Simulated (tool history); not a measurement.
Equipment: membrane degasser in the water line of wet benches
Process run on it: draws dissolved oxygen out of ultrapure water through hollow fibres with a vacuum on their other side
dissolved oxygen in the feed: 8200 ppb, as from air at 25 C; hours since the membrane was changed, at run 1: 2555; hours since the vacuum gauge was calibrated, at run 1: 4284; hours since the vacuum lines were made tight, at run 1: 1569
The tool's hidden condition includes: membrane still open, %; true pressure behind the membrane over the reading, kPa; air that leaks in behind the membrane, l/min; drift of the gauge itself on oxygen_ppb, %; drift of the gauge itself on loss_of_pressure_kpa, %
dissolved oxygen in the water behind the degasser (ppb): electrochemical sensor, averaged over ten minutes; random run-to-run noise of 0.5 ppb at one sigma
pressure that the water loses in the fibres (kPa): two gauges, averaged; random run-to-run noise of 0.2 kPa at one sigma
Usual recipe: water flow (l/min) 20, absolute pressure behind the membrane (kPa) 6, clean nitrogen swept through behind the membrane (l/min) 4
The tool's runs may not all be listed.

run    hour  water flow (l/min)  absolute pressure behind the membrane (kPa)  clean nitrogen swept through behind the membrane (l/min)  hours since the membrane was changed  hours since the vacuum gauge was calibrated  hours since the vacuum lines were made tight  dissolved oxygen in the water behind the degasser (ppb)  pressure that the water loses in the fibres (kPa)
  1       0                  20                                            6                                                         4                                  2555                                         4284                                          1569                                                     45.7                                              44.84
  2   117.6                  20                                            6                                                         4                                  2673                                         4402                                          1686                                                     45.1                                              45.15
  3   300.7                  20                                            6                                                         4                                  2856                                         4585                                          1869                                                     45.5                                              44.64
  4     436                  20                                            6                                                         4                                  2991                                         4720                                          2005                                                       46                                              44.96
  5   608.8                  20                                         8.65                                                         4                                  3164                                         4893                                          2177                                                     78.7                                              45.38
  6   815.5                  20                                         8.65                                                         4                                  3371                                         5100                                          2384                                                     79.8                                              45.39
  7  1008.2                  20                                         8.65                                                         4                                  3564                                         5292                                          2577                                                     79.8                                              45.47
  8  1212.9                  20                                         6.83                                                       9.6                                  3768                                         5497                                          2782                                                     29.2                                              45.42
  9  1398.3                  20                                        11.18                                                      2.34                                  3954                                         5682                                          2967                                                    176.9                                              46.08
     1474.7  -- seals of the vacuum lines changed
 10    1573                  15                                        11.81                                                         4                                  4126                                         5855                                            98                                                     86.4                                              34.41
 11  1752.5                  19                                         5.18                                                     10.24                                  4306                                         6035                                           278                                                     19.3                                              43.45
 12  1848.1                  19                                         5.18                                                     10.24                                  4402                                         6130                                           373                                                     20.1                                              43.67
 13  1954.4                  20                                         3.94                                                         4                                  4508                                         6237                                           480                                                     23.6                                               45.8

Here are 4 independent what-if runs from the current tool condition. What would each one return?
  A  2072.5                  13                                        14.97                                                      1.78                                  4626                                         6355                                           598                                                        ?                                                  ?
  B  2072.5                  13                                        12.01                                                      7.44                                  4626                                         6355                                           598                                                        ?                                                  ?
  C  2072.5                  20                                        12.25                                                      4.37                                  4626                                         6355                                           598                                                        ?                                                  ?
  D  2072.5                  13                                            6                                                         4                                  4626                                         6355                                           598                                                        ?                                                  ?

run  dissolved oxygen in the water behind the degasser (ppb)  pressure that the water loses in the fibres (kPa)
  A                                                    212.9                                              29.93
  B                                                     43.2                                              30.03
  C                                                    113.6                                               46.3
  D                                                     29.2                                              30.16
Without the tool's hidden state the same runs would have given:
run  dissolved oxygen in the water behind the degasser (ppb)  pressure that the water loses in the fibres (kPa)
  A                                                    205.1                                              28.15
  B                                                     40.1                                              28.25
  C                                                    106.2                                              43.55
  D                                                     24.9                                              28.38
